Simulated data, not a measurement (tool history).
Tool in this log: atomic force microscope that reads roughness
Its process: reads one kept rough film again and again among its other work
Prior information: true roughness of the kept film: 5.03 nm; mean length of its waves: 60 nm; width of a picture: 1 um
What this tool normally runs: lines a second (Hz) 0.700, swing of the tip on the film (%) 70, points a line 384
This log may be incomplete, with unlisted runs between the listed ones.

run	hour	lines a second (Hz)	swing of the tip on the film (%)	points a line	roughness of the kept film (nm (root mean square))
1	0.0	0.700	70	384	4.654
2	9.4	3.419	70	384	4.000
3	15.0	3.419	70	384	3.994
4	24.6	3.419	70	384	3.973
5	35.0	3.419	70	384	3.984
6	45.9	3.419	70	540	3.988

For run 7, what comes out?
7	56.1	0.548	59	318	?

roughness of the kept film (nm (root mean square)): 4.731
Minus the tool's unlogged condition, the same run would have read roughness of the kept film (nm (root mean square)) 4.733.

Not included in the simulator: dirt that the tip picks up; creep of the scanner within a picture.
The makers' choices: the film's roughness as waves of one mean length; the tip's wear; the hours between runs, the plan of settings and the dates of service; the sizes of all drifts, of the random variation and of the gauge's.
